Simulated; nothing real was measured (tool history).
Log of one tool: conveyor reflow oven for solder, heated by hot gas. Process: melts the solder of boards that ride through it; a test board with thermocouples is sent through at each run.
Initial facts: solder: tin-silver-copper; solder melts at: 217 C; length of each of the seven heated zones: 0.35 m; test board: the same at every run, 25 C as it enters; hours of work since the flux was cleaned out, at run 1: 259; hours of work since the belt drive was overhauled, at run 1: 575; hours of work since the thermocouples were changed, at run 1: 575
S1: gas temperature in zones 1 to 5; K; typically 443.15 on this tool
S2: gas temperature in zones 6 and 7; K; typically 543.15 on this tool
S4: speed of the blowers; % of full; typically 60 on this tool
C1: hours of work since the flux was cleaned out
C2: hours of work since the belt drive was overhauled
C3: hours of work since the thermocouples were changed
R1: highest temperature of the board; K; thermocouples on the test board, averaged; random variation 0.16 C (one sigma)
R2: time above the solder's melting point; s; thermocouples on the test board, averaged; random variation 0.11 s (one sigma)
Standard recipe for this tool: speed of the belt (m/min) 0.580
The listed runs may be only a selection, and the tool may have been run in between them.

run 1 hour=0.0 | S1=443.15 S2=543.15 speed_of_the_belt_(m/min)=0.580 S4=60 | C1=259 C2=575 C3=575 | R1=524.05 R2=51.7
run 2 hour=34.5 | S1=443.15 S2=543.15 speed_of_the_belt_(m/min)=0.580 S4=60 | C1=275 C2=591 C3=591 | R1=524.05 R2=51.6
run 3 hour=73.8 | S1=443.15 S2=543.15 speed_of_the_belt_(m/min)=0.580 S4=60 | C1=294 C2=610 C3=610 | R1=523.65 R2=52.0
run 4 hour=119.8 | S1=443.15 S2=543.15 speed_of_the_belt_(m/min)=0.580 S4=60 | C1=316 C2=632 C3=632 | R1=523.55 R2=51.4
run 5 hour=154.6 | S1=443.15 S2=543.15 speed_of_the_belt_(m/min)=0.580 S4=60 | C1=332 C2=649 C3=649 | R1=523.85 R2=51.6
run 6 hour=186.0 | S1=443.15 S2=543.15 speed_of_the_belt_(m/min)=0.580 S4=60 | C1=347 C2=664 C3=664 | R1=523.85 R2=51.5
-- hour=208.5 flux residue cleaned out of gas plates and filters
run 7 hour=233.7 | S1=443.15 S2=543.15 speed_of_the_belt_(m/min)=0.580 S4=60 | C1=12 C2=684 C3=684 | R1=524.65 R2=52.7
run 8 hour=265.6 | S1=443.15 S2=543.15 speed_of_the_belt_(m/min)=0.580 S4=60 | C1=27 C2=699 C3=699 | R1=524.85 R2=52.7
run 9 hour=317.8 | S1=443.15 S2=543.15 speed_of_the_belt_(m/min)=0.580 S4=60 | C1=52 C2=724 C3=724 | R1=524.65 R2=52.7
run 10 hour=376.6 | S1=443.15 S2=543.15 speed_of_the_belt_(m/min)=0.580 S4=60 | C1=80 C2=752 C3=752 | R1=524.35 R2=52.5
run 11 hour=403.0 | S1=443.15 S2=545.15 speed_of_the_belt_(m/min)=0.580 S4=85 | C1=93 C2=765 C3=765 | R1=531.35 R2=58.1
run 12 hour=439.6 | S1=428.15 S2=549.15 speed_of_the_belt_(m/min)=0.580 S4=60 | C1=110 C2=782 C3=782 | R1=527.05 R2=49.6
run 13 hour=497.8 | S1=432.15 S2=543.15 speed_of_the_belt_(m/min)=0.606 S4=70 | C1=138 C2=810 C3=810 | R1=523.05 R2=46.3
run 14 hour=530.8 | S1=432.15 S2=543.15 speed_of_the_belt_(m/min)=0.606 S4=70 | C1=154 C2=825 C3=825 | R1=523.15 R2=46.3
run 15 hour=583.3 | S1=434.15 S2=546.15 speed_of_the_belt_(m/min)=0.580 S4=60 | C1=179 C2=850 C3=850 | R1=524.95 R2=50.1
run 16 hour=607.3 | S1=434.15 S2=546.15 speed_of_the_belt_(m/min)=0.580 S4=60 | C1=190 C2=862 C3=862 | R1=524.65 R2=50.1
run 17 hour=644.4 | S1=435.15 S2=542.15 speed_of_the_belt_(m/min)=0.580 S4=60 | C1=208 C2=880 C3=880 | R1=521.45 R2=47.8

Each row is a separate what-if for the run after 17, all from the same tool condition, not one after another. Results?
run A hour=675.0 | S1=454.15 S2=549.15 speed_of_the_belt_(m/min)=0.606 S4=60 | C1=222 C2=894 C3=894 | R1=? R2=?
run B hour=675.0 | S1=446.15 S2=543.15 speed_of_the_belt_(m/min)=0.580 S4=54 | C1=222 C2=894 C3=894 | R1=? R2=?
run C hour=675.0 | S1=435.15 S2=542.15 speed_of_the_belt_(m/min)=0.580 S4=68 | C1=222 C2=894 C3=894 | R1=? R2=?

run=A R1=529.55 R2=56.9
run=B R1=522.55 R2=51.7
run=C R1=523.65 R2=49.9
Take away the tool's hidden state, keep each run's random variation, and the runs would have read:
run=A R1=531.05 R2=57.1
run=B R1=524.05 R2=52.2
run=C R1=525.35 R2=50.6

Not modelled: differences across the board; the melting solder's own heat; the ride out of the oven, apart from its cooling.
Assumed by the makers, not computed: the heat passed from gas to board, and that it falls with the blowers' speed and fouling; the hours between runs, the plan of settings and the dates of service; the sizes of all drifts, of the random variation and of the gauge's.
